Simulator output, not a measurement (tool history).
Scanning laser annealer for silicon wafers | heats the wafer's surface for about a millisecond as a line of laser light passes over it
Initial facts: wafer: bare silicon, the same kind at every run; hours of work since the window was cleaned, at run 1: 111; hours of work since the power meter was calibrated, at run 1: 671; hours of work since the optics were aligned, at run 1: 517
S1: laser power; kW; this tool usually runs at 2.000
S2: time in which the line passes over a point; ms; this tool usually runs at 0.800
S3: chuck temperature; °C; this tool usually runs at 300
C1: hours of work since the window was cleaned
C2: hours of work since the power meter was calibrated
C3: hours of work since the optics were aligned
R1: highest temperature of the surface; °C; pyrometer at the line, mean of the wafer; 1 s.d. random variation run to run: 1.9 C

run 1 hour=0.0 | S1=2.000 S2=0.800 S3=300 | C1=111 C2=671 C3=517 | R1=1090
run 2 hour=34.6 | S1=2.000 S2=0.800 S3=300 | C1=129 C2=689 C3=535 | R1=1082
run 3 hour=102.6 | S1=1.975 S2=0.800 S3=300 | C1=164 C2=724 C3=570 | R1=1067
run 4 hour=165.8 | S1=1.975 S2=0.800 S3=300 | C1=197 C2=756 C3=602 | R1=1062
run 5 hour=196.7 | S1=1.975 S2=0.800 S3=300 | C1=213 C2=772 C3=618 | R1=1057
run 6 hour=270.6 | S1=2.000 S2=0.800 S3=300 | C1=251 C2=810 C3=656 | R1=1067
run 7 hour=307.2 | S1=2.000 S2=0.800 S3=300 | C1=270 C2=829 C3=675 | R1=1055
run 8 hour=379.3 | S1=2.000 S2=0.800 S3=300 | C1=307 C2=867 C3=713 | R1=1058
-- hour=409.6 window over the wafer cleaned
run 9 hour=453.9 | S1=2.000 S2=0.811 S3=300 | C1=23 C2=904 C3=750 | R1=1034
run 10 hour=501.5 | S1=2.000 S2=0.800 S3=300 | C1=47 C2=929 C3=775 | R1=1020
run 11 hour=557.2 | S1=2.000 S2=0.800 S3=300 | C1=76 C2=957 C3=803 | R1=1019
run 12 hour=604.0 | S1=2.084 S2=0.800 S3=300 | C1=100 C2=982 C3=828 | R1=1052
run 13 hour=657.0 | S1=2.000 S2=0.800 S3=300 | C1=128 C2=1009 C3=855 | R1=1009
-- hour=690.5 window over the wafer cleaned, once more
run 14 hour=690.5 | S1=2.000 S2=0.800 S3=300 | C1=0 C2=1025 C3=871 | R1=1102
run 15 hour=735.4 | S1=2.000 S2=0.800 S3=300 | C1=23 C2=1048 C3=894 | R1=1100
run 16 hour=779.5 | S1=2.000 S2=0.800 S3=300 | C1=46 C2=1071 C3=917 | R1=1097
run 17 hour=835.7 | S1=1.766 S2=0.800 S3=300 | C1=75 C2=1100 C3=946 | R1=972
run 18 hour=894.5 | S1=1.766 S2=0.800 S3=300 | C1=105 C2=1131 C3=977 | R1=964
run 19 hour=960.5 | S1=2.000 S2=0.647 S3=300 | C1=139 C2=1165 C3=1011 | R1=1012
run 20 hour=992.7 | S1=2.000 S2=0.647 S3=300 | C1=156 C2=1181 C3=1027 | R1=1005
run 21 hour=1026.7 | S1=2.000 S2=0.647 S3=300 | C1=174 C2=1199 C3=1045 | R1=1003
run 22 hour=1093.2 | S1=2.059 S2=0.629 S3=287 | C1=208 C2=1233 C3=1079 | R1=1004
run 23 hour=1124.5 | S1=2.059 S2=0.799 S3=287 | C1=224 C2=1249 C3=1095 | R1=1086
run 24 hour=1163.7 | S1=2.024 S2=0.920 S3=299 | C1=244 C2=1270 C3=1116 | R1=1130
run 25 hour=1238.4 | S1=2.024 S2=0.920 S3=299 | C1=283 C2=1308 C3=1154 | R1=1124
run 26 hour=1281.7 | S1=2.028 S2=0.766 S3=276 | C1=305 C2=1330 C3=1177 | R1=1030
-- hour=1316.5 window over the wafer cleaned
run 27 hour=1332.7 | S1=2.024 S2=0.760 S3=300 | C1=8 C2=1356 C3=1202 | R1=1094
run 28 hour=1398.5 | S1=2.024 S2=0.760 S3=300 | C1=42 C2=1390 C3=1236 | R1=1090
run 29 hour=1452.2 | S1=1.711 S2=0.638 S3=269 | C1=70 C2=1417 C3=1264 | R1=845
run 30 hour=1516.4 | S1=1.912 S2=0.971 S3=335 | C1=103 C2=1451 C3=1297 | R1=1144
run 31 hour=1571.2 | S1=2.000 S2=0.824 S3=336 | C1=131 C2=1479 C3=1325 | R1=1128
run 32 hour=1605.8 | S1=2.000 S2=0.824 S3=299 | C1=149 C2=1497 C3=1343 | R1=1090
run 33 hour=1646.6 | S1=2.000 S2=0.818 S3=300 | C1=170 C2=1518 C3=1364 | R1=1083
run 34 hour=1714.7 | S1=2.000 S2=0.818 S3=300 | C1=206 C2=1553 C3=1399 | R1=1077
run 35 hour=1762.3 | S1=2.048 S2=0.711 S3=298 | C1=230 C2=1578 C3=1424 | R1=1046
run 36 hour=1836.4 | S1=1.807 S2=0.848 S3=295 | C1=268 C2=1616 C3=1462 | R1=977
run 37 hour=1891.4 | S1=1.957 S2=0.800 S3=326 | C1=297 C2=1644 C3=1490 | R1=1058
-- hour=1942.1 window over the wafer cleaned
run 38 hour=1960.1 | S1=1.957 S2=0.800 S3=326 | C1=9 C2=1679 C3=1525 | R1=1105
run 39 hour=2000.3 | S1=2.174 S2=0.800 S3=326 | C1=30 C2=1699 C3=1546 | R1=1221
run 40 hour=2045.3 | S1=1.706 S2=0.839 S3=268 | C1=53 C2=1723 C3=1569 | R1=923
run 41 hour=2085.2 | S1=1.875 S2=0.800 S3=307 | C1=74 C2=1743 C3=1589 | R1=1032

Describe how what the log doesn't record of the tool's condition differs between the last listed run preceding each entry between runs and the first listed run following it.
In the gap between runs 8 and 9: window over the wafer cleaned (hour 409.6)
  light that passes the window, % of a clean one's: 95.1 -> 92.28; laser's true power over the reading, %: 0.79 -> 0.82; width of the line over the set one, %: 1.59 -> 1.67
  measured less the result without the state, R1: -55 -> -85 °C
In the gap between runs 13 and 14: window over the wafer cleaned, once more (hour 690.5)
  light that passes the window, % of a clean one's: 90.65 -> 99.92; laser's true power over the reading, %: 0.91 -> 0.93; width of the line over the set one, %: 1.87 -> 1.91
  measured less the result without the state, R1: -102 -> -5 °C
In the gap between runs 26 and 27: window over the wafer cleaned (hour 1316.5)
  light that passes the window, % of a clean one's: 95.33 -> 99.74; laser's true power over the reading, %: 1.2 -> 1.22; width of the line over the set one, %: 2.53 -> 2.59
  measured less the result without the state, R1: -55 -> -8 °C
In the gap between runs 37 and 38: window over the wafer cleaned (hour 1942.1)
  light that passes the window, % of a clean one's: 95.38 -> 99.8; laser's true power over the reading, %: 1.48 -> 1.51; width of the line over the set one, %: 3.19 -> 3.27
  measured less the result without the state, R1: -54 -> -8 °C
